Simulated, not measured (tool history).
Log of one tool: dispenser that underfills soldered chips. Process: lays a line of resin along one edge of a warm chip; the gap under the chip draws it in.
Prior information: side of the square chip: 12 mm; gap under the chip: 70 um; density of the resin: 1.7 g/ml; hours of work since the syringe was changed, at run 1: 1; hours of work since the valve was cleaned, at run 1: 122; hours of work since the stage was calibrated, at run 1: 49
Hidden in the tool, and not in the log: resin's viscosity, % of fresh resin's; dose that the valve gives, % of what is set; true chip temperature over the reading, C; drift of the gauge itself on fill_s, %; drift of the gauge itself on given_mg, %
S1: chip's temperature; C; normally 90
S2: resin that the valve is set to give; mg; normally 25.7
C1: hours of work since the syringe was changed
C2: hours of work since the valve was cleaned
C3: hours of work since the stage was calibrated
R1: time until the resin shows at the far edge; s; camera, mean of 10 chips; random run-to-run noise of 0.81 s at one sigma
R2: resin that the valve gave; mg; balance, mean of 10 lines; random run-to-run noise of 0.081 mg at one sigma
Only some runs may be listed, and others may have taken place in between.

run	hour	S1	S2	C1	C2	C3	R1	R2
1	0	90	25.7	1	122	49	78.5	24.6
# hour 6.1: new syringe of resin
2	6.1	90	25.7	0	127	53	78	24.45
3	13.2	90	23.7	5	132	59	92.7	22.52
# hour 14.4: new syringe of resin
# hour 21.4: dispensing valve cleaned and set on the balance
# hour 23.4: new syringe of resin
4	26	90	23.7	2	3	67	77.5	23.78
# hour 31.5: new syringe of resin
5	34.1	90	30.6	2	9	73	77.7	30.36
# hour 39.6: new syringe of resin
6	42.9	90	30.6	2	15	79	79.9	30.4
# hour 47.4: new syringe of resin
7	49.3	90	30.6	1	20	84	74.5	30.44
# hour 55.4: new syringe of resin
8	58.9	90	30.6	3	27	91	81.2	30.24
# hour 63.7: new syringe of resin
9	65.9	90	30.6	2	32	96	77.8	30.11
# hour 71.5: new syringe of resin
10	71.5	81	30.6	0	36	100	103	30.18
# hour 79.1: new syringe of resin
11	79.2	90	25.7	0	42	106	75.6	25.22
# hour 87.3: new syringe of resin
12	87.6	90	25.7	0	48	112	76.3	25.25
13	93.5	90	25.7	5	52	116	88.5	25.28
# hour 95.7: new syringe of resin
14	102.3	90	25.7	5	58	122	86.9	25.23
# hour 104: new syringe of resin
15	108.6	90	25.7	3	63	127	83.6	25.08
# hour 112.6: new syringe of resin
16	118.5	90	25.7	4	70	134	87.1	25.18
# hour 120.5: new syringe of resin
17	125.6	90	25.7	4	75	139	86.5	25.18

The next listed run, before its measurement:
# hour 128.7: new syringe of resin
18	134.4	95	25.7	4	82	146	?	?

Run 18 measured R1 71.9 s, R2 24.89 mg.
If the tool had no hidden condition, the same run with the same run-to-run variation would have returned R1 63.8 s, R2 25.61 mg.

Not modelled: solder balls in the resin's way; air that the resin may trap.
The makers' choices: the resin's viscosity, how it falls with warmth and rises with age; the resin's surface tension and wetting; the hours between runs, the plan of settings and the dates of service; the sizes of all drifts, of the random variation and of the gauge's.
